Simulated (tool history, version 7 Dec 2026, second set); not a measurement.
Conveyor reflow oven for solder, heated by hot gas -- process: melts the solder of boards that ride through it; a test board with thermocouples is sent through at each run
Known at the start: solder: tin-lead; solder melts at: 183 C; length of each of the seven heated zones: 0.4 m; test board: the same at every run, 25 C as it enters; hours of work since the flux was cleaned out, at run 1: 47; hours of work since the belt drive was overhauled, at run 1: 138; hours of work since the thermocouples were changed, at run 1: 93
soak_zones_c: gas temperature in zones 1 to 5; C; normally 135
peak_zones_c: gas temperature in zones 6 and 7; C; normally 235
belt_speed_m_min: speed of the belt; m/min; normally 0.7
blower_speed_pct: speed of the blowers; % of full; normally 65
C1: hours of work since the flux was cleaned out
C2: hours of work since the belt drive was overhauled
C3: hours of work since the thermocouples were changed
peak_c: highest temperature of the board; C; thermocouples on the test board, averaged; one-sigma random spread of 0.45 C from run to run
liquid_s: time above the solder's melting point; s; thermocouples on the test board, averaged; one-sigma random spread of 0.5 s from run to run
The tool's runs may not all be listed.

run 1 hour=0 | soak_zones_c=135 peak_zones_c=235 belt_speed_m_min=0.7 blower_speed_pct=65 | C1=47 C2=138 C3=93 | peak_c=214.8 liquid_s=47.8
run 2 hour=37.1 | soak_zones_c=135 peak_zones_c=235 belt_speed_m_min=0.7 blower_speed_pct=65 | C1=72 C2=163 C3=118 | peak_c=214.6 liquid_s=47.6
run 3 hour=67.8 | soak_zones_c=135 peak_zones_c=235 belt_speed_m_min=0.7 blower_speed_pct=65 | C1=93 C2=184 C3=139 | peak_c=214.1 liquid_s=47.2
run 4 hour=116.9 | soak_zones_c=136 peak_zones_c=235 belt_speed_m_min=0.7 blower_speed_pct=65 | C1=127 C2=217 C3=172 | peak_c=213.7 liquid_s=48
-- hour=162.9 flux residue cleaned out of gas plates and filters
run 5 hour=171.6 | soak_zones_c=137 peak_zones_c=235 belt_speed_m_min=0.7 blower_speed_pct=65 | C1=6 C2=251 C3=206 | peak_c=212 liquid_s=46.5
run 6 hour=206.4 | soak_zones_c=137 peak_zones_c=235 belt_speed_m_min=0.7 blower_speed_pct=65 | C1=30 C2=275 C3=230 | peak_c=211.8 liquid_s=46.5
run 7 hour=256.4 | soak_zones_c=135 peak_zones_c=235 belt_speed_m_min=0.7 blower_speed_pct=65 | C1=64 C2=309 C3=264 | peak_c=211.3 liquid_s=44.6
run 8 hour=289.6 | soak_zones_c=135 peak_zones_c=235 belt_speed_m_min=0.7 blower_speed_pct=65 | C1=86 C2=332 C3=286 | peak_c=210.3 liquid_s=44.3
run 9 hour=337.6 | soak_zones_c=135 peak_zones_c=235 belt_speed_m_min=0.7 blower_speed_pct=65 | C1=119 C2=364 C3=319 | peak_c=210.8 liquid_s=44.2
run 10 hour=368.1 | soak_zones_c=135 peak_zones_c=235 belt_speed_m_min=0.7 blower_speed_pct=65 | C1=140 C2=385 C3=340 | peak_c=209.8 liquid_s=44.1
-- hour=392.8 flux residue cleaned out of gas plates and filters
run 11 hour=396.6 | soak_zones_c=135 peak_zones_c=235 belt_speed_m_min=0.7 blower_speed_pct=65 | C1=3 C2=401 C3=355 | peak_c=214.4 liquid_s=48.6
run 12 hour=427.4 | soak_zones_c=135 peak_zones_c=235 belt_speed_m_min=0.7 blower_speed_pct=65 | C1=24 C2=422 C3=376 | peak_c=214 liquid_s=48.2
-- hour=449.6 flux residue cleaned out of gas plates and filters, once more
run 13 hour=479.9 | soak_zones_c=135 peak_zones_c=235 belt_speed_m_min=0.7 blower_speed_pct=65 | C1=21 C2=454 C3=409 | peak_c=213.4 liquid_s=48.9
run 14 hour=508.1 | soak_zones_c=135 peak_zones_c=245 belt_speed_m_min=0.7 blower_speed_pct=65 | C1=40 C2=473 C3=428 | peak_c=221.8 liquid_s=53.5
run 15 hour=530 | soak_zones_c=135 peak_zones_c=245 belt_speed_m_min=0.7 blower_speed_pct=65 | C1=55 C2=488 C3=443 | peak_c=222.4 liquid_s=54.6
run 16 hour=574.5 | soak_zones_c=139 peak_zones_c=235 belt_speed_m_min=0.7 blower_speed_pct=62 | C1=85 C2=518 C3=473 | peak_c=213.3 liquid_s=48.8
run 17 hour=598.1 | soak_zones_c=139 peak_zones_c=235 belt_speed_m_min=0.7 blower_speed_pct=62 | C1=101 C2=535 C3=489 | peak_c=213.2 liquid_s=48.6
run 18 hour=619.9 | soak_zones_c=140 peak_zones_c=242 belt_speed_m_min=0.7 blower_speed_pct=61 | C1=116 C2=549 C3=504 | peak_c=218.9 liquid_s=53.1
run 19 hour=666.5 | soak_zones_c=140 peak_zones_c=239 belt_speed_m_min=0.73 blower_speed_pct=77 | C1=147 C2=581 C3=536 | peak_c=218.4 liquid_s=50.6
-- hour=678.8 flux residue cleaned out of gas plates and filters
run 20 hour=720 | soak_zones_c=131 peak_zones_c=235 belt_speed_m_min=0.777 blower_speed_pct=66 | C1=28 C2=614 C3=569 | peak_c=208.4 liquid_s=37.6
run 21 hour=758.1 | soak_zones_c=131 peak_zones_c=235 belt_speed_m_min=0.777 blower_speed_pct=66 | C1=54 C2=640 C3=595 | peak_c=209.5 liquid_s=37
run 22 hour=780 | soak_zones_c=131 peak_zones_c=235 belt_speed_m_min=0.777 blower_speed_pct=66 | C1=69 C2=655 C3=609 | peak_c=208.3 liquid_s=37.6
run 23 hour=815.4 | soak_zones_c=131 peak_zones_c=235 belt_speed_m_min=0.777 blower_speed_pct=66 | C1=93 C2=679 C3=633 | peak_c=207.9 liquid_s=35.8
run 24 hour=837.1 | soak_zones_c=121 peak_zones_c=235 belt_speed_m_min=0.777 blower_speed_pct=66 | C1=108 C2=694 C3=648 | peak_c=204.7 liquid_s=32.4
run 25 hour=883.2 | soak_zones_c=121 peak_zones_c=235 belt_speed_m_min=0.777 blower_speed_pct=66 | C1=139 C2=725 C3=680 | peak_c=205.3 liquid_s=30.7
-- hour=909.7 flux residue cleaned out of gas plates and filters
run 26 hour=917.8 | soak_zones_c=126 peak_zones_c=225 belt_speed_m_min=0.674 blower_speed_pct=66 | C1=5 C2=745 C3=700 | peak_c=204.6 liquid_s=38.6
run 27 hour=950.9 | soak_zones_c=126 peak_zones_c=225 belt_speed_m_min=0.674 blower_speed_pct=66 | C1=28 C2=768 C3=722 | peak_c=205 liquid_s=39.3
run 28 hour=973.4 | soak_zones_c=130 peak_zones_c=225 belt_speed_m_min=0.674 blower_speed_pct=66 | C1=43 C2=783 C3=738 | peak_c=205.5 liquid_s=40.8
-- hour=992 belt drive overhauled, speed set with a stopwatch
run 29 hour=1018.6 | soak_zones_c=126 peak_zones_c=224 belt_speed_m_min=0.7 blower_speed_pct=66 | C1=71 C2=18 C3=766 | peak_c=201.9 liquid_s=33.3

Forecast each of these 3 alternatives for the next run:
run A hour=1039.8 | soak_zones_c=135 peak_zones_c=235 belt_speed_m_min=0.7 blower_speed_pct=58 | C1=86 C2=33 C3=780 | peak_c=? liquid_s=?
run B hour=1039.8 | soak_zones_c=126 peak_zones_c=224 belt_speed_m_min=0.7 blower_speed_pct=69 | C1=86 C2=33 C3=780 | peak_c=? liquid_s=?
run C hour=1039.8 | soak_zones_c=137 peak_zones_c=239 belt_speed_m_min=0.7 blower_speed_pct=63 | C1=86 C2=33 C3=780 | peak_c=? liquid_s=?

run=A peak_c=209.5 liquid_s=43.3
run=B peak_c=202.5 liquid_s=33.1
run=C peak_c=215.9 liquid_s=49.1
Without the tool's unlogged condition, the same runs would have read:
run=A peak_c=212.7 liquid_s=46.2
run=B peak_c=205.8 liquid_s=36.9
run=C peak_c=219.1 liquid_s=51.7

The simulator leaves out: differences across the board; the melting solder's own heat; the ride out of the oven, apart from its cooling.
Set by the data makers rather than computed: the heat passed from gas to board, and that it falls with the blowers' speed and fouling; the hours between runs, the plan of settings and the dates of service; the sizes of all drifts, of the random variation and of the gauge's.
